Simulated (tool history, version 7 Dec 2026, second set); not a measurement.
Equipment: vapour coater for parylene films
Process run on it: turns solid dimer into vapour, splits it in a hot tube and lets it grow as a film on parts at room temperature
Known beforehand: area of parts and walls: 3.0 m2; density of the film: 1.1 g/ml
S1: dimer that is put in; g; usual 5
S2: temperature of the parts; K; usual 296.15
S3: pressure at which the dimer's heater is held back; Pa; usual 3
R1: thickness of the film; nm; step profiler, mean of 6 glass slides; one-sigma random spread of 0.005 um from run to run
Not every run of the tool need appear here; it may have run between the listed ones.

| run | hour | S1 | S2 | S3 | R1 |
|---|---|---|---|---|---|
| 1 | 0 | 5 | 296.15 | 3 | 867 |
| 2 | 19 | 5 | 296.15 | 3 | 847 |
| 3 | 47.2 | 5 | 296.15 | 5.96 | 810 |
| 4 | 83.4 | 5 | 296.15 | 5.96 | 793 |
| 5 | 99.9 | 7 | 296.15 | 3 | 1171 |
| 6 | 129.8 | 7 | 296.15 | 3 | 1167 |
|  | 136 | trap's valve overhauled |
| 7 | 156.5 | 5 | 296.15 | 3 | 934 |
|  | 159.9 | table's thermometer calibrated |
| 8 | 175.2 | 5 | 296.15 | 3 | 935 |
| 9 | 204.7 | 5 | 291.15 | 3 | 1103 |
| 10 | 236.2 | 5 | 291.15 | 3 | 1093 |
| 11 | 270.3 | 5 | 291.15 | 3 | 1083 |
| 12 | 303 | 5 | 290.15 | 3.7 | 1086 |
| 13 | 332.3 | 5 | 290.15 | 3.7 | 1084 |
| 14 | 350.8 | 3 | 296.15 | 11.4 | 484 |
|  | 372.3 | table's thermometer calibrated, once more |
| 15 | 390.3 | 3 | 296.15 | 11.4 | 463 |
| 16 | 418.7 | 5 | 296.15 | 10.22 | 778 |
| 17 | 444 | 5 | 288.15 | 11.84 | 988 |
| 18 | 474.4 | 5 | 292.15 | 2.39 | 1004 |
| 19 | 511.2 | 5 | 291.15 | 7.26 | 927 |
| 20 | 541.4 | 5 | 291.15 | 7.26 | 922 |
| 21 | 571.5 | 5 | 308.15 | 4.08 | 543 |

Table of differences, measured result less the result of that run with no hidden state. Run-to-run variation is the same in both. Gauge scatter possibly is not:
Hidden state present: vapour lost through the trap's worn valve, %; true temperature of the parts over the reading, C; drift of the gauge itself on film_um, %.
| run | R1 |
|---|---|
| 1 | -66 |
| 2 | -70 |
| 3 | -70 |
| 4 | -78 |
| 5 | -121 |
| 6 | -129 |
| 7 | +14 |
| 8 | +15 |
| 9 | +10 |
| 10 | +2 |
| 11 | -6 |
| 12 | -14 |
| 13 | -21 |
| 14 | -12 |
| 15 | -31 |
| 16 | -56 |
| 17 | -77 |
| 18 | -85 |
| 19 | -88 |
| 20 | -95 |
| 21 | -60 |
